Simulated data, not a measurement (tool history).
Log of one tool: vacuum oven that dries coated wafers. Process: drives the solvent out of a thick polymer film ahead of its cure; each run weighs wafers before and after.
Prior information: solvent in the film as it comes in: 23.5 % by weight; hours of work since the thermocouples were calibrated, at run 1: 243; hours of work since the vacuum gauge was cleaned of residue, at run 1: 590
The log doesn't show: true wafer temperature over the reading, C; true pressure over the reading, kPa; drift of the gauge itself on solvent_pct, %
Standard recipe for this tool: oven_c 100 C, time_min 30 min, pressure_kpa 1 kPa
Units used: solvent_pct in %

| run | hour | oven_c | time_min | pressure_kpa | hours of work since the thermocouples were calibrated | hours of work since the vacuum gauge was cleaned of residue | solvent_pct |
|---|---|---|---|---|---|---|---|
| 1 | 0 | 100 | 30 | 1 | 243 | 590 | 4.24 |
| 2 | 14 | 100 | 30 | 1 | 254 | 600 | 4.28 |
| 3 | 22.5 | 100 | 30 | 1 | 261 | 607 | 4.2 |
| 4 | 38.5 | 100 | 30 | 1 | 273 | 619 | 4.24 |
| 5 | 46.5 | 100 | 30 | 1 | 279 | 625 | 4.28 |
| 6 | 55.2 | 100 | 30 | 1 | 286 | 632 | 4.16 |
| 7 | 68.8 | 100 | 30 | 1 | 296 | 643 | 4.25 |
| 8 | 80.6 | 100 | 30 | 1 | 305 | 652 | 4.25 |
| 9 | 91.3 | 100 | 30 | 1 | 314 | 660 | 4.25 |
| 10 | 106.7 | 100 | 30 | 1 | 326 | 672 | 4.24 |
| 11 | 117.1 | 102 | 30 | 1 | 334 | 680 | 3.73 |
| 12 | 135.2 | 100 | 30 | 1 | 348 | 694 | 4.21 |
| 13 | 148.6 | 100 | 30 | 1 | 358 | 704 | 4.25 |
| 14 | 166 | 85 | 30 | 1 | 371 | 717 | 8.86 |
| 15 | 176.1 | 100 | 30 | 1 | 379 | 725 | 4.23 |
| 16 | 193.8 | 100 | 30 | 1 | 393 | 739 | 4.26 |
| 17 | 210.7 | 106 | 30 | 1 | 406 | 752 | 2.8 |
| 18 | 223.8 | 103 | 30 | 1 | 416 | 762 | 3.49 |
| 19 | 231.6 | 103 | 30 | 1 | 422 | 768 | 3.49 |
| 20 | 243.1 | 103 | 30 | 1 | 431 | 777 | 3.48 |
| 21 | 260.2 | 103 | 30 | 0.6 | 444 | 790 | 3.23 |
| 22 | 278.5 | 100 | 30 | 1 | 458 | 804 | 4.21 |
| 23 | 286.5 | 100 | 30 | 1 | 464 | 810 | 4.29 |
| 24 | 299.2 | 100 | 30 | 1 | 474 | 820 | 4.24 |
| 25 | 309.9 | 100 | 30 | 1 | 482 | 828 | 4.21 |
| 26 | 325 | 100 | 30 | 1 | 494 | 840 | 4.23 |
| 27 | 334.5 | 106 | 20 | 1.69 | 501 | 847 | 5.4 |
| 28 | 342.4 | 106 | 20 | 1.69 | 507 | 853 | 5.46 |
| 29 | 360.1 | 102 | 50 | 1.69 | 521 | 867 | 2.09 |
| 30 | 369.2 | 102 | 50 | 1.69 | 528 | 874 | 2.09 |
| 31 | 378.5 | 102 | 50 | 1.69 | 535 | 881 | 2.08 |
| 32 | 386.8 | 106 | 30 | 0.59 | 541 | 887 | 2.57 |
| 33 | 404.8 | 106 | 30 | 0.59 | 555 | 901 | 2.58 |
| 34 | 423.1 | 106 | 30 | 0.59 | 569 | 915 | 2.59 |
| 35 | 441.8 | 106 | 30 | 0.59 | 584 | 930 | 2.55 |
| 36 | 454.4 | 100 | 30 | 0.58 | 593 | 939 | 3.91 |
| 37 | 469.7 | 100 | 47 | 0.59 | 605 | 951 | 1.82 |
| 38 | 487.6 | 96 | 47 | 1.26 | 619 | 965 | 3.13 |
| 39 | 497.6 | 96 | 21 | 1.26 | 627 | 973 | 7.89 |
| 40 | 514.4 | 100 | 39 | 1.61 | 639 | 985 | 3.28 |
| 41 | 525.2 | 100 | 39 | 1.61 | 648 | 994 | 3.29 |
| 42 | 537.7 | 95 | 37 | 3.55 | 657 | 1003 | 6.4 |
| 43 | 546.9 | 100 | 30 | 0.52 | 665 | 1011 | 3.94 |
| 44 | 556.9 | 100 | 30 | 0.52 | 672 | 1018 | 3.92 |
| 45 | 567.5 | 100 | 30 | 0.52 | 680 | 1026 | 3.93 |

What will run 46 give?
| 46 | 582.1 | 100 | 30 | 0.52 | 692 | 1038 | ? |

solvent_pct: 3.94 %
With the hidden condition absent and the run-to-run variation left alone, this run would have shown solvent_pct 3.94 %.

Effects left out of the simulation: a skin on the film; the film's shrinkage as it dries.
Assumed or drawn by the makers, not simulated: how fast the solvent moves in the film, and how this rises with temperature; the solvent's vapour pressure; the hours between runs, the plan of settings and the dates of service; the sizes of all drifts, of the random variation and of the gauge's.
